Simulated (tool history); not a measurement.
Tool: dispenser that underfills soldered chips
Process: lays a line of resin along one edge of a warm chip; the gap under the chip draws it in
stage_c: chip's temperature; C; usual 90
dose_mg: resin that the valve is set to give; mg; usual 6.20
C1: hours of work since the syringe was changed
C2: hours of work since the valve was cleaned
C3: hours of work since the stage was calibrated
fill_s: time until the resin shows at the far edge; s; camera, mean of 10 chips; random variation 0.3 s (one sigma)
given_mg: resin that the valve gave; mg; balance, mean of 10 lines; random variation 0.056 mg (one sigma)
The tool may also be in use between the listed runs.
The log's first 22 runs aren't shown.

Run 23, hour 114.2: usual settings but stage_c 88 C, dose_mg 7.36 mg; C1 7; C2 121; C3 124. Result: fill_s 6.7 s, given_mg 6.61 mg.
Run 24, hour 118.8: usual settings but stage_c 96 C, dose_mg 6.80 mg; C1 10; C2 124; C3 127. Result: fill_s 5.9 s, given_mg 6.14 mg.
At hour 120.4: new syringe of resin.
Run 25, hour 124.2: usual settings but stage_c 93 C, dose_mg 7.61 mg; C1 3; C2 127; C3 130. Result: fill_s 4.3 s, given_mg 6.85 mg.
At hour 128.9: dispensing valve cleaned and set on the balance.
Run 26, hour 131.0: usual settings but stage_c 93 C, dose_mg 7.61 mg; C1 6; C2 1; C3 134. Result: fill_s 5.4 s, given_mg 7.59 mg.
Run 27, hour 136.3: usual settings but stage_c 86 C, dose_mg 6.46 mg; C1 10; C2 5; C3 138. Result: fill_s 8.3 s, given_mg 6.45 mg.
At hour 138.0: new syringe of resin.
Run 28, hour 142.0: usual settings but stage_c 96 C, dose_mg 7.12 mg; C1 3; C2 9; C3 141. Result: fill_s 4.1 s, given_mg 6.99 mg.
Run 29, hour 145.1: usual settings but stage_c 105 C, dose_mg 6.64 mg; C1 5; C2 11; C3 143. Result: fill_s 3.7 s, given_mg 6.59 mg.
Run 30, hour 148.8: usual settings but stage_c 86 C, dose_mg 6.65 mg; C1 7; C2 13; C3 146. Result: fill_s 6.3 s, given_mg 6.51 mg.
Run 31, hour 152.7: usual settings but stage_c 99 C, dose_mg 6.99 mg; C1 10; C2 16; C3 148. Result: fill_s 5.4 s, given_mg 6.89 mg.
At hour 154.4: new syringe of resin.
Run 32, hour 159.5: usual settings but stage_c 100 C, dose_mg 6.68 mg; C1 3; C2 20; C3 153. Result: fill_s 4.0 s, given_mg 6.50 mg.
Run 33, hour 166.5: usual settings but stage_c 96 C, dose_mg 6.00 mg; C1 8; C2 25; C3 157. Result: fill_s 5.4 s, given_mg 5.92 mg.
At hour 170.8: new syringe of resin.
Run 34, hour 172.7: usual settings but stage_c 98 C, dose_mg 7.58 mg; C1 1; C2 29; C3 161. Result: fill_s 3.3 s, given_mg 7.45 mg.
Run 35, hour 179.3: usual settings but stage_c 96 C, dose_mg 6.60 mg; C1 6; C2 33; C3 166. Result: fill_s 4.9 s, given_mg 6.37 mg.
Run 36, hour 184.2: usual settings but stage_c 84 C, dose_mg 5.48 mg; C1 9; C2 36; C3 169. Result: fill_s 8.8 s, given_mg 5.25 mg.

4 ways to go on from here, each from the tool as it stands after run 36. What would each give?
At hour 187.3: new syringe of resin.
Run A, hour 187.5: usual settings but stage_c 105 C, dose_mg 5.83 mg; C1 0; C2 38; C3 171. Result: fill_s ?, given_mg ?.
At hour 187.3: new syringe of resin.
Run B, hour 187.5: usual settings but stage_c 89 C, dose_mg 6.86 mg; C1 0; C2 38; C3 171. Result: fill_s ?, given_mg ?.
At hour 187.3: new syringe of resin.
Run C, hour 187.5: usual settings but stage_c 102 C, dose_mg 6.60 mg; C1 0; C2 38; C3 171. Result: fill_s ?, given_mg ?.
At hour 187.3: new syringe of resin.
Run D, hour 187.5: usual settings but stage_c 78 C, dose_mg 7.12 mg; C1 0; C2 38; C3 171. Result: fill_s ?, given_mg ?.

run  fill_s  given_mg
  A     2.9      5.62
  B     4.5      6.71
  C     2.7      6.42
  D     5.9      6.91
Without the tool's hidden state the same runs would have given:
run  fill_s  given_mg
  A     2.8      5.79
  B     4.3      6.92
  C     2.6      6.62
  D     5.7      7.13
